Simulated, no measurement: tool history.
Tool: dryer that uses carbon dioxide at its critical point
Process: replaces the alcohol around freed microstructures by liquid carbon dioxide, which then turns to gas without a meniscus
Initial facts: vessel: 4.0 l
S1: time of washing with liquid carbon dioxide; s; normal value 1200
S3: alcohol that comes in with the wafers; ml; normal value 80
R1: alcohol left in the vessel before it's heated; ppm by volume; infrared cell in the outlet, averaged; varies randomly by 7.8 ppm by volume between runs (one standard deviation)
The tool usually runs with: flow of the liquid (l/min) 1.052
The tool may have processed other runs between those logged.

Run 1, day 0: usual settings. Result: R1 551 ppm by volume.
Run 2, day 0.954: usual settings. Result: R1 571 ppm by volume.
Run 3, day 1.571: usual settings but S1 840 s. Result: R1 1501 ppm by volume.
Run 4, day 2.521: usual settings but S1 840 s. Result: R1 1540 ppm by volume.
Run 5, day 3.292: usual settings but flow of the liquid (l/min) 1.14. Result: R1 460 ppm by volume.
Run 6, day 4.279: usual settings but S3 31 ml. Result: R1 311 ppm by volume.
Run 7, day 5.479: usual settings but flow of the liquid (l/min) 1.17. Result: R1 448 ppm by volume.
Run 8, day 6.546: usual settings but flow of the liquid (l/min) 1.17. Result: R1 460 ppm by volume.
Run 9, day 7.962: usual settings but flow of the liquid (l/min) 1.17. Result: R1 452 ppm by volume.
Run 10, day 9.229: usual settings but flow of the liquid (l/min) 1.17. Result: R1 468 ppm by volume.
Run 11, day 10.308: usual settings but flow of the liquid (l/min) 1.17. Result: R1 477 ppm by volume.
Run 12, day 11.525: usual settings but S1 780 s, flow of the liquid (l/min) 1.11. Result: R1 1676 ppm by volume.
Run 13, day 12.817: usual settings but S1 960 s, flow of the liquid (l/min) 1.73, S3 65 ml. Result: R1 294 ppm by volume.
Run 14, day 13.496: usual settings but S1 1020 s, flow of the liquid (l/min) 0.92, S3 30 ml. Result: R1 626 ppm by volume.
Run 15, day 14.5: usual settings but S1 1320 s, S3 111 ml. Result: R1 630 ppm by volume.
At day 14.675: inlet filter changed.
Run 16, day 15.696: usual settings but S1 780 s, S3 65 ml. Result: R1 1498 ppm by volume.
Run 17, day 16.821: usual settings but S1 1020 s, flow of the liquid (l/min) 0.76, S3 67 ml. Result: R1 1681 ppm by volume.
Run 18, day 18.133: usual settings but S1 1020 s, flow of the liquid (l/min) 1.12, S3 67 ml. Result: R1 706 ppm by volume.
Run 19, day 18.954: usual settings but flow of the liquid (l/min) 1.6, S3 87 ml. Result: R1 245 ppm by volume.
Run 20, day 19.675: usual settings but flow of the liquid (l/min) 1.6, S3 87 ml. Result: R1 237 ppm by volume.
Run 21, day 20.325: usual settings but S1 900 s, flow of the liquid (l/min) 0.71, S3 102 ml. Result: R1 3778 ppm by volume.

Subtracting, for every run, the result it would have given without the tool's unlogged condition from the measured result gives the following. The same run-to-run variation enters both numbers; the gauge's scatter may not:
The tool's hidden condition here consists of: flow that reaches the vessel past the clogged filter, %; alcohol in the recycled carbon dioxide, ppm; drift of the gauge itself on alcohol_ppm, %.
run    R1
  1  +160
  2  +166
  3  +217
  4  +231
  5  +170
  6  +154
  7  +180
  8  +191
  9  +197
 10  +203
 11  +211
 12  +330
 13  +190
 14  +224
 15  +258
 16  +199
 17  +205
 18  +203
 19  +184
 20  +184
 21  +307

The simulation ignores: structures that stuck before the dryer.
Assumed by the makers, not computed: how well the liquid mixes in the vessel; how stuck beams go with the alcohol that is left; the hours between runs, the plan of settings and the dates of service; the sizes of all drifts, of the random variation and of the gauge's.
